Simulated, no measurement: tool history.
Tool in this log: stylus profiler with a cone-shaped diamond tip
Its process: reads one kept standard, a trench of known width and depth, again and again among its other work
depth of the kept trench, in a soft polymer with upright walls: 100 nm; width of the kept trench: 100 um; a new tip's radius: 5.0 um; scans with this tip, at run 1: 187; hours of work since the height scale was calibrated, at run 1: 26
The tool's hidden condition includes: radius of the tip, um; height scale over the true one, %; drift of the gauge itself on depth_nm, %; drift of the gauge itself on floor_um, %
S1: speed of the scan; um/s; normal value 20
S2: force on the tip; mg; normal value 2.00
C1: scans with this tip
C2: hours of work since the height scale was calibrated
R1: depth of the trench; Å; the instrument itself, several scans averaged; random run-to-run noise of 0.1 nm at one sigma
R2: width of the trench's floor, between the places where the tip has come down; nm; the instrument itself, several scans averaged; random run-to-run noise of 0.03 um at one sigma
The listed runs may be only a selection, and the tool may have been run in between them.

run	hour	S1	S2	C1	C2	R1	R2
1	0.0	20	2.00	187	26	1007.5	97870
2	13.7	20	2.00	235	33	1008.4	97860
3	32.2	20	2.00	300	42	1009.9	97870
4	46.8	30	2.00	351	50	1008.9	97810
5	62.0	30	2.00	404	57	1009.0	97860
6	82.3	30	2.00	475	67	1009.6	97780
7	92.7	20	2.00	512	72	1009.2	97840
8	105.4	20	2.00	556	79	1010.4	97860
9	123.2	20	2.00	619	87	1008.1	97890
10	136.0	13	2.00	663	94	1009.2	97910
11	152.5	13	2.00	721	102	1009.7	97900
12	164.5	28	2.00	763	108	1008.5	97720
13	183.7	28	2.00	831	117	1008.8	97800
14	198.1	28	2.00	881	124	1008.1	97760
15	213.7	28	2.00	935	132	1007.3	97800
16	236.0	28	2.00	1014	143	1009.5	97750
17	249.4	5	2.00	1061	150	1007.3	97930
18	264.1	11	0.97	1112	157	1005.0	97820
19	280.8	6	2.52	1171	165	1011.6	97810
# hour 282.4: height scale calibrated on a step standard
20	297.3	6	1.93	1227	7	1008.7	97870
21	314.9	6	1.93	1288	16	1007.4	97940
22	326.1	25	1.30	1327	22	1006.2	97720
23	343.9	44	5.42	1390	30	1016.8	97810
24	357.0	20	5.62	1436	37	1016.4	97840
25	371.9	12	3.19	1488	44	1011.2	97790
# hour 388.1: height scale calibrated on a step standard, once more
26	395.3	16	1.84	1568	4	1009.5	97800
27	418.7	43	0.98	1650	15	1006.0	97550
28	435.8	17	2.14	1710	24	1009.8	97840
29	450.3	13	1.96	1760	31	1010.3	97780
30	468.4	53	5.94	1824	40	1019.1	97690
31	480.7	53	5.94	1867	46	1021.4	97710
32	491.2	7	1.41	1904	51	1006.4	97810
33	512.5	23	3.04	1979	62	1011.1	97800
34	533.1	23	3.04	2051	72	1012.2	97780

Predict each of these 4 candidate next runs independently; none follows another, all start after run 34:
A	543.3	20	2.07	2086	77	?	?
B	543.3	7	2.26	2086	77	?	?
C	543.3	61	1.73	2086	77	?	?
D	543.3	10	3.04	2086	77	?	?

run	R1	R2
A	1009.4	97750
B	1009.9	97780
C	1008.3	97550
D	1011.4	97830
Without the tool's unlogged condition, the same runs would have read:
run	R1	R2
A	1009.6	97900
B	1010.1	97930
C	1008.4	97700
D	1011.5	97980
